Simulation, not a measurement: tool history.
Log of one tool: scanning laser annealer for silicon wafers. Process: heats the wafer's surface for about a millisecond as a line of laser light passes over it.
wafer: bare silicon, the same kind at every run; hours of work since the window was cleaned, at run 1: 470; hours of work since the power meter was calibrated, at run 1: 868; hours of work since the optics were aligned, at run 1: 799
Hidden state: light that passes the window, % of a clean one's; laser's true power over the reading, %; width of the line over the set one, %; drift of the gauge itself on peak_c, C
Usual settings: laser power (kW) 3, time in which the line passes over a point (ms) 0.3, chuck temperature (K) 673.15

run   hour  laser power (kW)  time in which the line passes over a point (ms)  chuck temperature (K)  hours of work since the window was cleaned  hours of work since the power meter was calibrated  hours of work since the optics were aligned  highest temperature of the surface (K)
  1      0                 3                                              0.3                 673.15                                         470                                                 868                                          799                                 1447.15
  2     42                 3                                              0.3                 673.15                                         497                                                 895                                          827                                 1445.15
  3   74.9                 3                                              0.3                 673.15                                         519                                                 917                                          848                                 1442.15
     107.1  -- window over the wafer cleaned
  4  137.8             2.949                                              0.3                 673.15                                          20                                                 956                                          888                                 1474.15
  5  190.4                 3                                              0.3                 673.15                                          54                                                 990                                          922                                 1481.15
  6  247.7                 3                                              0.3                 673.15                                          91                                                1027                                          959                                 1474.15
     267.4  -- optics aligned, line set to its width
  7  293.8             2.994                                            0.282                 710.15                                         118                                                1054                                           17                                 1503.15
  8    363             2.754                                            0.288                 701.15                                         163                                                1099                                           62                                 1439.15
  9  426.2             2.716                                            0.374                 674.15                                         204                                                1140                                          103                                 1487.15
 10  492.8                 3                                            0.261                 649.15                                         247                                                1183                                          146                                 1403.15
 11  550.4                 3                                            0.261                 649.15                                         285                                                1221                                          184                                 1399.15

4 ways to go on from here, each from the tool as it stands after run 11. What would each give?
  A  592.9             2.711                                            0.254                 674.15                                         312                                                1248                                          211                                       ?
  B  592.9             2.641                                             0.23                 647.15                                         312                                                1248                                          211                                       ?
  C  592.9                 3                                             0.29                 649.15                                         312                                                1248                                          211                                       ?
  D  592.9             2.861                                            0.261                 649.15                                         312                                                1248                                          211                                       ?

run  highest temperature of the surface (K)
  A                                 1345.15
  B                                 1276.15
  C                                 1434.15
  D                                 1365.15
Without the tool's hidden state the same runs would have given:
run  highest temperature of the surface (K)
  A                                 1368.15
  B                                 1297.15
  C                                 1461.15
  D                                 1389.15

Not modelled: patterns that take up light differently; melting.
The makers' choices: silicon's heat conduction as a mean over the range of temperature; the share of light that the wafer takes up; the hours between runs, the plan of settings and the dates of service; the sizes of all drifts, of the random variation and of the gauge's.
